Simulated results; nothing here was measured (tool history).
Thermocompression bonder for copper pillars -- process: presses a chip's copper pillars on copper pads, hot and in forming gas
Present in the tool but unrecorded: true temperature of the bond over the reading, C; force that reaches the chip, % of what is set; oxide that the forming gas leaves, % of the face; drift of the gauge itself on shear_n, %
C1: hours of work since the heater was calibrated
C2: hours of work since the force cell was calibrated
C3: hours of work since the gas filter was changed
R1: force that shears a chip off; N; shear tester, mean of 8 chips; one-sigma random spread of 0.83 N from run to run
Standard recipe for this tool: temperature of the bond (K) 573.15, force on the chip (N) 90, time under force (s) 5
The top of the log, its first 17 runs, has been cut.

run 18 hour=224.4 | temperature_of_the_bond_(K)=577.15 force_on_the_chip_(N)=79 time_under_force_(s)=5 | C1=479 C2=160 C3=160 | R1=66.7
run 19 hour=238.7 | temperature_of_the_bond_(K)=577.15 force_on_the_chip_(N)=79 time_under_force_(s)=5 | C1=485 C2=167 C3=167 | R1=67.4
run 20 hour=254.0 | temperature_of_the_bond_(K)=577.15 force_on_the_chip_(N)=79 time_under_force_(s)=5 | C1=492 C2=173 C3=173 | R1=67.4
run 21 hour=269.6 | temperature_of_the_bond_(K)=583.15 force_on_the_chip_(N)=79 time_under_force_(s)=5 | C1=499 C2=180 C3=180 | R1=74.3
run 22 hour=283.3 | temperature_of_the_bond_(K)=583.15 force_on_the_chip_(N)=104 time_under_force_(s)=9 | C1=505 C2=186 C3=186 | R1=96.4
run 23 hour=291.8 | temperature_of_the_bond_(K)=601.15 force_on_the_chip_(N)=69 time_under_force_(s)=7 | C1=508 C2=190 C3=190 | R1=88.0
run 24 hour=308.5 | temperature_of_the_bond_(K)=601.15 force_on_the_chip_(N)=69 time_under_force_(s)=7 | C1=516 C2=197 C3=197 | R1=88.7
run 25 hour=319.3 | temperature_of_the_bond_(K)=573.15 force_on_the_chip_(N)=90 time_under_force_(s)=11 | C1=520 C2=202 C3=202 | R1=87.3
run 26 hour=333.1 | temperature_of_the_bond_(K)=573.15 force_on_the_chip_(N)=77 time_under_force_(s)=8 | C1=526 C2=208 C3=208 | R1=73.3
run 27 hour=346.8 | temperature_of_the_bond_(K)=586.15 force_on_the_chip_(N)=89 time_under_force_(s)=7 | C1=532 C2=214 C3=214 | R1=88.1
-- hour=349.4 force cell calibrated
run 28 hour=361.3 | temperature_of_the_bond_(K)=586.15 force_on_the_chip_(N)=89 time_under_force_(s)=7 | C1=538 C2=5 C3=219 | R1=87.1
run 29 hour=369.8 | temperature_of_the_bond_(K)=551.15 force_on_the_chip_(N)=70 time_under_force_(s)=4 | C1=542 C2=9 C3=223 | R1=38.6
run 30 hour=381.3 | temperature_of_the_bond_(K)=551.15 force_on_the_chip_(N)=110 time_under_force_(s)=9 | C1=547 C2=14 C3=228 | R1=71.5
run 31 hour=398.4 | temperature_of_the_bond_(K)=551.15 force_on_the_chip_(N)=110 time_under_force_(s)=9 | C1=554 C2=21 C3=235 | R1=71.5
run 32 hour=417.1 | temperature_of_the_bond_(K)=592.15 force_on_the_chip_(N)=88 time_under_force_(s)=9 | C1=562 C2=29 C3=243 | R1=94.0
run 33 hour=432.3 | temperature_of_the_bond_(K)=586.15 force_on_the_chip_(N)=113 time_under_force_(s)=6 | C1=569 C2=36 C3=250 | R1=91.1
-- hour=436.6 force cell calibrated, once more
run 34 hour=441.5 | temperature_of_the_bond_(K)=564.15 force_on_the_chip_(N)=93 time_under_force_(s)=11 | C1=572 C2=2 C3=253 | R1=79.8
run 35 hour=456.8 | temperature_of_the_bond_(K)=564.15 force_on_the_chip_(N)=93 time_under_force_(s)=11 | C1=579 C2=9 C3=260 | R1=78.4
run 36 hour=467.6 | temperature_of_the_bond_(K)=573.15 force_on_the_chip_(N)=86 time_under_force_(s)=5 | C1=583 C2=13 C3=265 | R1=67.0
run 37 hour=484.8 | temperature_of_the_bond_(K)=566.15 force_on_the_chip_(N)=83 time_under_force_(s)=6 | C1=591 C2=21 C3=272 | R1=62.0
run 38 hour=503.3 | temperature_of_the_bond_(K)=566.15 force_on_the_chip_(N)=131 time_under_force_(s)=3 | C1=599 C2=29 C3=280 | R1=67.2
run 39 hour=513.6 | temperature_of_the_bond_(K)=566.15 force_on_the_chip_(N)=131 time_under_force_(s)=3 | C1=603 C2=33 C3=285 | R1=69.1

Branching from run 39: 3 alternative next runs. What would each branch give?
run A hour=524.5 | temperature_of_the_bond_(K)=591.15 force_on_the_chip_(N)=131 time_under_force_(s)=3 | C1=608 C2=38 C3=289 | R1=?
run B hour=524.5 | temperature_of_the_bond_(K)=586.15 force_on_the_chip_(N)=91 time_under_force_(s)=3 | C1=608 C2=38 C3=289 | R1=?
run C hour=524.5 | temperature_of_the_bond_(K)=592.15 force_on_the_chip_(N)=96 time_under_force_(s)=3 | C1=608 C2=38 C3=289 | R1=?

run=A R1=87.2
run=B R1=70.6
run=C R1=76.6
Take away the tool's hidden state, keep each run's random variation, and the runs would have read:
run=A R1=85.5
run=B R1=68.1
run=C R1=74.4
